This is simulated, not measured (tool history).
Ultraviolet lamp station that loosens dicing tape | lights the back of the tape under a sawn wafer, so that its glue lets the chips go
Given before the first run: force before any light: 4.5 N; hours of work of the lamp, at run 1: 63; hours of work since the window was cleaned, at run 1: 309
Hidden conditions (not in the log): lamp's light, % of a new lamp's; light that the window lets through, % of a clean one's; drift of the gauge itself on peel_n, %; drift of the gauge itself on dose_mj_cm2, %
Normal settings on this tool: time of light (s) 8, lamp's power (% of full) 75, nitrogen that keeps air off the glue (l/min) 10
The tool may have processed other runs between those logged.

| run | hour | time of light (s) | lamp's power (% of full) | nitrogen that keeps air off the glue (l/min) | hours of work of the lamp | hours of work since the window was cleaned | force that peels the tape off (N) | light that reached the tape (mJ/cm2) |
|---|---|---|---|---|---|---|---|---|
| 1 | 0 | 8 | 75 | 10 | 63 | 309 | 0.361 | 401 |
| 2 | 22.3 | 8 | 75 | 10 | 78 | 325 | 0.362 | 398 |
| 3 | 44.8 | 8 | 75 | 10 | 94 | 341 | 0.378 | 396 |
| 4 | 58.5 | 8 | 79 | 10 | 104 | 351 | 0.342 | 417 |
| 5 | 67.8 | 4 | 75 | 10 | 111 | 357 | 1.161 | 196 |
| 6 | 83.6 | 8 | 75 | 10 | 122 | 368 | 0.375 | 406 |
| 7 | 104 | 8 | 75 | 15 | 136 | 383 | 0.297 | 402 |
| 8 | 122.3 | 8 | 75 | 10 | 149 | 396 | 0.366 | 394 |
| 9 | 141.7 | 8 | 75 | 10 | 163 | 409 | 0.369 | 402 |
| 10 | 154.5 | 8 | 75 | 10 | 172 | 419 | 0.386 | 398 |
| 11 | 166.7 | 8 | 75 | 10 | 180 | 427 | 0.379 | 398 |
| 12 | 184.7 | 8 | 75 | 10 | 193 | 440 | 0.361 | 400 |
| 13 | 207 | 8 | 75 | 10 | 209 | 456 | 0.369 | 399 |
| 14 | 223.2 | 8 | 75 | 10 | 220 | 467 | 0.374 | 399 |
| 15 | 236.6 | 8 | 75 | 10 | 230 | 477 | 0.385 | 402 |
| 16 | 247.5 | 8 | 75 | 10 | 238 | 484 | 0.365 | 398 |
| 17 | 261.1 | 8 | 75 | 10 | 247 | 494 | 0.377 | 403 |
| 18 | 280.5 | 8 | 75 | 10 | 261 | 508 | 0.36 | 398 |
| 19 | 302.4 | 8 | 75 | 10 | 276 | 523 | 0.362 | 405 |
| 20 | 323.2 | 6 | 75 | 10 | 291 | 538 | 0.615 | 299 |
| 21 | 341.4 | 6 | 75 | 10 | 304 | 551 | 0.618 | 299 |
| 22 | 352.2 | 6 | 75 | 10 | 312 | 558 | 0.609 | 295 |
| 23 | 369.3 | 6 | 75 | 10 | 324 | 570 | 0.621 | 299 |
| 24 | 380.5 | 6 | 75 | 10 | 332 | 578 | 0.624 | 300 |
| 25 | 396.7 | 8 | 75 | 5 | 343 | 590 | 0.571 | 406 |
| 26 | 419 | 14 | 76 | 5 | 359 | 605 | 0.233 | 712 |
| 27 | 438.7 | 14 | 75 | 10 | 373 | 619 | 0.17 | 698 |
| 28 | 452.7 | 8 | 60 | 10 | 383 | 629 | 0.564 | 317 |
| 29 | 464.8 | 8 | 60 | 10 | 391 | 638 | 0.55 | 318 |
|  | 485.5 | window cleaned of glue's vapour |
| 30 | 485.9 | 5 | 62 | 10 | 406 | 0 | 1.082 | 213 |
| 31 | 503.4 | 5 | 62 | 10 | 418 | 13 | 1.078 | 208 |
| 32 | 522.2 | 5 | 62 | 10 | 431 | 26 | 1.06 | 204 |
| 33 | 538.2 | 4 | 90 | 8 | 443 | 37 | 0.98 | 240 |
| 34 | 560.8 | 8 | 80 | 8 | 459 | 53 | 0.38 | 425 |
| 35 | 580.3 | 11 | 61 | 8 | 472 | 67 | 0.346 | 454 |
| 36 | 602.7 | 4 | 61 | 10 | 488 | 83 | 1.465 | 159 |
| 37 | 621.2 | 9 | 82 | 10 | 501 | 96 | 0.261 | 493 |
| 38 | 642.3 | 9 | 82 | 10 | 516 | 111 | 0.257 | 488 |
| 39 | 653 | 9 | 82 | 10 | 524 | 118 | 0.255 | 494 |
| 40 | 673.8 | 8 | 67 | 8 | 538 | 133 | 0.517 | 358 |
| 41 | 684.7 | 8 | 67 | 8 | 546 | 141 | 0.498 | 356 |
| 42 | 697.3 | 9 | 67 | 8 | 555 | 150 | 0.423 | 405 |

How the hidden state differs across the entries between the runs, from the last listed run before each to the first after it:
Logged between run 29 and run 30: window cleaned of glue's vapour (hour 485.5)
  light that the window lets through, % of a clean one's: 99.9 -> 100
